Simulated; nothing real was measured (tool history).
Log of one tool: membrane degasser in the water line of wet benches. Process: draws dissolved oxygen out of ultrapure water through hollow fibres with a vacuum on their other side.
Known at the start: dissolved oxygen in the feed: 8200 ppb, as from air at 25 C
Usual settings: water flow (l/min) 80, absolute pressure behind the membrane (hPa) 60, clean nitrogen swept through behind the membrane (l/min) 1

run,hour,water flow (l/min),absolute pressure behind the membrane (hPa),clean nitrogen swept through behind the membrane (l/min),dissolved oxygen in the water behind the degasser (ppb),pressure that the water loses in the fibres (hPa)
1,0,80,60,1,395.3,367.8
2,54.5,80,60,1,394.2,366.1
3,110.7,80,60,1,392.4,364.3
4,167.9,80,60,0.46,597.5,366
5,263.7,80,60,0.46,598.6,367.1
6,348.1,80,60,0.46,591.6,364.1
7,442.2,80,60,0.46,601,365
8,525.4,80,60,0.46,601.5,363.3
9,609,80,60,0.46,595.8,368.7
10,713.4,80,89.2,1,747.9,368.1
11,768.7,80,89.2,1,747.4,366.5
12,854.1,80,89.2,1,757.6,367.5
13,951.5,80,89.2,2.43,412.5,366
14,1022,80,39.9,2.43,88.9,366
15,1081.4,80,39.9,2.43,87.6,364.5
16,1132.7,80,86.1,2.43,391.9,366.1

Forecast run 17:
17,1179.7,57,86.1,0.43,?,?

Run 17 gave dissolved oxygen in the water behind the degasser (ppb) 928.5, pressure that the water loses in the fibres (hPa) 263.8.
Without the tool's hidden state the same run would have given dissolved oxygen in the water behind the degasser (ppb) 924.1, pressure that the water loses in the fibres (hPa) 261.8.
